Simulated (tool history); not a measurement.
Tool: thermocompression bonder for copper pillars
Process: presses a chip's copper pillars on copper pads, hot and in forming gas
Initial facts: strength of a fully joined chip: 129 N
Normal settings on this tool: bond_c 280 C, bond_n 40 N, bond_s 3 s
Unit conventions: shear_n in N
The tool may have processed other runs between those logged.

run 1 day=0 | bond_c=280 bond_n=40 bond_s=3 | shear_n=53.8
run 2 day=0.279 | bond_c=280 bond_n=40 bond_s=3 | shear_n=53.6
run 3 day=0.538 | bond_c=280 bond_n=40 bond_s=3 | shear_n=53.7
run 4 day=0.746 | bond_c=280 bond_n=40 bond_s=3 | shear_n=52.6
run 5 day=1.104 | bond_c=280 bond_n=40 bond_s=3 | shear_n=52.5
run 6 day=1.329 | bond_c=280 bond_n=40 bond_s=3 | shear_n=53.8
run 7 day=1.562 | bond_c=280 bond_n=40 bond_s=3 | shear_n=52.9
run 8 day=1.875 | bond_c=280 bond_n=40 bond_s=4 | shear_n=58.6
run 9 day=2.083 | bond_c=280 bond_n=26 bond_s=3 | shear_n=41.7
-- day=2.238 forming gas filter changed
run 10 day=2.442 | bond_c=280 bond_n=26 bond_s=3 | shear_n=45.3
run 11 day=2.733 | bond_c=280 bond_n=26 bond_s=3 | shear_n=45.2
run 12 day=3 | bond_c=280 bond_n=41 bond_s=3 | shear_n=57.8
run 13 day=3.171 | bond_c=280 bond_n=40 bond_s=3 | shear_n=56.8
run 14 day=3.342 | bond_c=280 bond_n=40 bond_s=3 | shear_n=57.8
run 15 day=3.588 | bond_c=280 bond_n=40 bond_s=3 | shear_n=56.9
run 16 day=3.742 | bond_c=284 bond_n=40 bond_s=3 | shear_n=60.2
run 17 day=3.921 | bond_c=300 bond_n=34 bond_s=3 | shear_n=67.3
run 18 day=4.112 | bond_c=300 bond_n=34 bond_s=3 | shear_n=67.8
run 19 day=4.267 | bond_c=265 bond_n=46 bond_s=3 | shear_n=49
run 20 day=4.492 | bond_c=259 bond_n=35 bond_s=2 | shear_n=31.8
-- day=4.604 heater calibrated with a thermocouple chip
run 21 day=4.817 | bond_c=288 bond_n=45 bond_s=5 | shear_n=77.3
run 22 day=4.979 | bond_c=288 bond_n=45 bond_s=5 | shear_n=77.5
run 23 day=5.275 | bond_c=268 bond_n=46 bond_s=3 | shear_n=49.2
run 24 day=5.542 | bond_c=269 bond_n=36 bond_s=4 | shear_n=49.5
run 25 day=5.846 | bond_c=280 bond_n=50 bond_s=4 | shear_n=68.4
run 26 day=6.133 | bond_c=280 bond_n=50 bond_s=4 | shear_n=67.8
-- day=6.317 heater calibrated with a thermocouple chip, once more
run 27 day=6.454 | bond_c=280 bond_n=50 bond_s=4 | shear_n=69.5
run 28 day=6.717 | bond_c=255 bond_n=53 bond_s=7 | shear_n=62.8
run 29 day=6.888 | bond_c=286 bond_n=51 bond_s=3 | shear_n=68.4
run 30 day=7.158 | bond_c=286 bond_n=51 bond_s=3 | shear_n=68.8
run 31 day=7.4 | bond_c=286 bond_n=51 bond_s=3 | shear_n=67.9
run 32 day=7.671 | bond_c=286 bond_n=51 bond_s=3 | shear_n=70.2

For some of the steps in shear_n from one run to the next: how much would appear even if the tool had no hidden state, given the settings, what came in and random variation, and how much remains for the hidden state plus any gauge scatter that the measured result and the result without hidden state don't share?
The hidden state here: true temperature of the bond over the reading, C; force that reaches the chip, % of what is set; oxide that the forming gas leaves, % of the face; drift of the gauge itself on shear_n, %.
Run 9 -> 10: forming gas filter changed. shear_n +3.6 N: hidden state +3.1, all else +0.5.
Run 20 -> 21: bond_c 259 -> 288, bond_n 35 -> 45, bond_s 2 -> 5, heater calibrated with a thermocouple chip. shear_n +45.5 N: hidden state -2.4, all else +47.9.
Run 22 -> 23: bond_c 288 -> 268, bond_n 45 -> 46, bond_s 5 -> 3. shear_n -28.3 N: hidden state +0.9, all else -29.2.
Run 24 -> 25: bond_c 269 -> 280, bond_n 36 -> 50. shear_n +18.9 N: hidden state -1.1, all else +20.
Run 26 -> 27: heater calibrated with a thermocouple chip, once more. shear_n +1.7 N: hidden state +3, all else -1.3.
